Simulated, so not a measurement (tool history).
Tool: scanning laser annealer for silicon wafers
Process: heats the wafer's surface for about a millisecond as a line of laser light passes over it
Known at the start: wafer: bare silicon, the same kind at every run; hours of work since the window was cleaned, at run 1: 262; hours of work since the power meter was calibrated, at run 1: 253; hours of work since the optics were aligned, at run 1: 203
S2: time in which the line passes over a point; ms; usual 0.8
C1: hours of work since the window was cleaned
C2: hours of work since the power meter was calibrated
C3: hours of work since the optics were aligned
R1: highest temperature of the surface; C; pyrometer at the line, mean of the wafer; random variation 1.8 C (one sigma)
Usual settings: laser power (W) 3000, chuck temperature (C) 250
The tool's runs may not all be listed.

run 1 hour=0 | laser_power_(W)=3000 S2=0.8 chuck_temperature_(C)=250 | C1=262 C2=253 C3=203 | R1=940
run 2 hour=12 | laser_power_(W)=3000 S2=0.8 chuck_temperature_(C)=250 | C1=269 C2=260 C3=210 | R1=934
run 3 hour=20.7 | laser_power_(W)=3000 S2=0.8 chuck_temperature_(C)=282 | C1=274 C2=266 C3=215 | R1=971
run 4 hour=29.3 | laser_power_(W)=3000 S2=0.8 chuck_temperature_(C)=282 | C1=279 C2=271 C3=220 | R1=968
run 5 hour=38.9 | laser_power_(W)=2553 S2=0.8 chuck_temperature_(C)=250 | C1=284 C2=276 C3=226 | R1=815
run 6 hour=46.6 | laser_power_(W)=3000 S2=0.8 chuck_temperature_(C)=250 | C1=289 C2=281 C3=230 | R1=936
run 7 hour=54.4 | laser_power_(W)=3000 S2=0.8 chuck_temperature_(C)=250 | C1=293 C2=285 C3=235 | R1=937
run 8 hour=64.3 | laser_power_(W)=3000 S2=0.8 chuck_temperature_(C)=250 | C1=299 C2=291 C3=240 | R1=934
run 9 hour=76.8 | laser_power_(W)=3000 S2=0.8 chuck_temperature_(C)=250 | C1=307 C2=298 C3=248 | R1=932
run 10 hour=84.9 | laser_power_(W)=3198 S2=0.8 chuck_temperature_(C)=250 | C1=311 C2=303 C3=252 | R1=987
run 11 hour=90.5 | laser_power_(W)=3198 S2=0.8 chuck_temperature_(C)=250 | C1=315 C2=306 C3=256 | R1=992
run 12 hour=103.1 | laser_power_(W)=3198 S2=0.8 chuck_temperature_(C)=250 | C1=322 C2=314 C3=263 | R1=986
run 13 hour=115 | laser_power_(W)=3198 S2=0.8 chuck_temperature_(C)=250 | C1=329 C2=321 C3=270 | R1=989
run 14 hour=125 | laser_power_(W)=3198 S2=0.839 chuck_temperature_(C)=250 | C1=335 C2=326 C3=276 | R1=1006
-- hour=134.4 window over the wafer cleaned
run 15 hour=136.2 | laser_power_(W)=3198 S2=0.839 chuck_temperature_(C)=250 | C1=1 C2=332 C3=281 | R1=989
run 16 hour=143.4 | laser_power_(W)=3000 S2=0.75 chuck_temperature_(C)=250 | C1=5 C2=336 C3=285 | R1=892
run 17 hour=155.5 | laser_power_(W)=3000 S2=0.8 chuck_temperature_(C)=250 | C1=12 C2=343 C3=293 | R1=914
run 18 hour=162.8 | laser_power_(W)=3000 S2=0.8 chuck_temperature_(C)=282 | C1=17 C2=347 C3=297 | R1=945
run 19 hour=174 | laser_power_(W)=3000 S2=0.8 chuck_temperature_(C)=282 | C1=23 C2=354 C3=303 | R1=945
run 20 hour=181.5 | laser_power_(W)=3000 S2=0.8 chuck_temperature_(C)=210 | C1=27 C2=358 C3=308 | R1=873
run 21 hour=192.7 | laser_power_(W)=3000 S2=0.8 chuck_temperature_(C)=210 | C1=34 C2=365 C3=314 | R1=874
run 22 hour=204.9 | laser_power_(W)=3000 S2=0.8 chuck_temperature_(C)=210 | C1=41 C2=372 C3=321 | R1=870
-- hour=212.5 window over the wafer cleaned, once more
run 23 hour=213.5 | laser_power_(W)=2588 S2=0.79 chuck_temperature_(C)=238 | C1=1 C2=376 C3=325 | R1=823
run 24 hour=222.3 | laser_power_(W)=3268 S2=0.837 chuck_temperature_(C)=241 | C1=6 C2=381 C3=330 | R1=1047
run 25 hour=227.4 | laser_power_(W)=3000 S2=0.602 chuck_temperature_(C)=286 | C1=9 C2=384 C3=333 | R1=891
run 26 hour=237.7 | laser_power_(W)=2936 S2=0.602 chuck_temperature_(C)=251 | C1=15 C2=390 C3=339 | R1=841
run 27 hour=246.4 | laser_power_(W)=2887 S2=0.621 chuck_temperature_(C)=250 | C1=20 C2=395 C3=344 | R1=837
run 28 hour=258.6 | laser_power_(W)=2887 S2=0.621 chuck_temperature_(C)=250 | C1=27 C2=402 C3=351 | R1=838
run 29 hour=270.5 | laser_power_(W)=2887 S2=0.621 chuck_temperature_(C)=250 | C1=34 C2=409 C3=358 | R1=837
run 30 hour=281.5 | laser_power_(W)=2554 S2=0.621 chuck_temperature_(C)=283 | C1=40 C2=415 C3=365 | R1=789
run 31 hour=290.3 | laser_power_(W)=3051 S2=0.973 chuck_temperature_(C)=283 | C1=45 C2=421 C3=370 | R1=1084

Forecast run 32:
run 32 hour=300.1 | laser_power_(W)=2975 S2=0.833 chuck_temperature_(C)=220 | C1=51 C2=426 C3=376 | R1=?

Run 32 gave R1 932 C.
Without the tool's hidden state the same run would have given R1 941 C.
